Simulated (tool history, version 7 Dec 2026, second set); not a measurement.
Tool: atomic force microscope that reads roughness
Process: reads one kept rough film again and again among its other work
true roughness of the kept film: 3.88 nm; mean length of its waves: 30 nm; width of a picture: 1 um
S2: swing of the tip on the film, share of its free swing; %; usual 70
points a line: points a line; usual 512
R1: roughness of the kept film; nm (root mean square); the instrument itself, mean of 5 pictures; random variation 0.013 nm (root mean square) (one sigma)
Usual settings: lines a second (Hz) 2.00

Run 1, hour 0.0: usual settings. Result: R1 3.068 nm (root mean square).
Run 2, hour 25.0: usual settings. Result: R1 3.073 nm (root mean square).
Run 3, hour 39.4: usual settings. Result: R1 3.058 nm (root mean square).
Run 4, hour 58.6: usual settings. Result: R1 3.044 nm (root mean square).
Run 5, hour 78.8: usual settings but S2 78 %. Result: R1 2.958 nm (root mean square).
Run 6, hour 100.5: usual settings but S2 78 %. Result: R1 2.972 nm (root mean square).
Run 7, hour 121.2: usual settings but lines a second (Hz) 0.68. Result: R1 3.226 nm (root mean square).
Run 8, hour 135.0: usual settings but lines a second (Hz) 0.68, points a line 671. Result: R1 3.224 nm (root mean square).
Run 9, hour 149.9: usual settings. Result: R1 3.071 nm (root mean square).
Run 10, hour 165.6: usual settings. Result: R1 3.054 nm (root mean square).
Run 11, hour 190.2: usual settings but points a line 300. Result: R1 3.035 nm (root mean square).
Run 12, hour 202.6: usual settings but points a line 300. Result: R1 3.030 nm (root mean square).
Run 13, hour 227.3: usual settings but points a line 300. Result: R1 3.042 nm (root mean square).
Run 14, hour 246.0: usual settings but points a line 300. Result: R1 3.043 nm (root mean square).
At hour 260.0: new tip fitted.
Run 15, hour 274.4: usual settings but points a line 300. Result: R1 3.035 nm (root mean square).
Run 16, hour 291.3: usual settings but lines a second (Hz) 0.85. Result: R1 3.218 nm (root mean square).
Run 17, hour 318.5: usual settings but lines a second (Hz) 0.85. Result: R1 3.191 nm (root mean square).
Run 18, hour 344.5: usual settings but S2 63 %. Result: R1 3.120 nm (root mean square).
Run 19, hour 360.2: usual settings but lines a second (Hz) 0.80. Result: R1 3.213 nm (root mean square).
Run 20, hour 381.6: usual settings but lines a second (Hz) 3.11, S2 66 %, points a line 501. Result: R1 3.011 nm (root mean square).
Run 21, hour 403.1: usual settings but lines a second (Hz) 0.78, points a line 475. Result: R1 3.224 nm (root mean square).
Run 22, hour 418.1: usual settings but points a line 622. Result: R1 3.080 nm (root mean square).
Run 23, hour 444.6: usual settings but points a line 622. Result: R1 3.073 nm (root mean square).
Run 24, hour 463.9: usual settings but lines a second (Hz) 1.23, S2 87 %, points a line 291. Result: R1 2.963 nm (root mean square).
Run 25, hour 484.7: usual settings but lines a second (Hz) 1.23, S2 87 %, points a line 291. Result: R1 2.934 nm (root mean square).
Run 26, hour 498.4: usual settings but lines a second (Hz) 3.03, S2 76 %, points a line 429. Result: R1 2.834 nm (root mean square).
Run 27, hour 519.3: usual settings but lines a second (Hz) 0.97, S2 76 %, points a line 429. Result: R1 3.142 nm (root mean square).
Run 28, hour 540.4: usual settings but lines a second (Hz) 0.97, S2 76 %, points a line 429. Result: R1 3.133 nm (root mean square).
Run 29, hour 568.3: usual settings but lines a second (Hz) 0.92, S2 76 %, points a line 324. Result: R1 3.117 nm (root mean square).
At hour 587.2: new tip fitted.
Run 30, hour 588.6: usual settings but lines a second (Hz) 0.92, S2 76 %, points a line 324. Result: R1 3.143 nm (root mean square).
Run 31, hour 615.4: usual settings but lines a second (Hz) 0.73, S2 63 %, points a line 366. Result: R1 3.257 nm (root mean square).
Run 32, hour 629.3: usual settings but points a line 555. Result: R1 3.056 nm (root mean square).
Run 33, hour 651.5: usual settings but lines a second (Hz) 1.71, S2 87 %, points a line 463. Result: R1 2.854 nm (root mean square).

The next listed run, before its measurement:
Run 34, hour 663.1: usual settings but points a line 405. Result: R1 ?.

Run 34 gave R1 3.063 nm (root mean square).
Without the tool's hidden state the same run would have given R1 3.066 nm (root mean square).
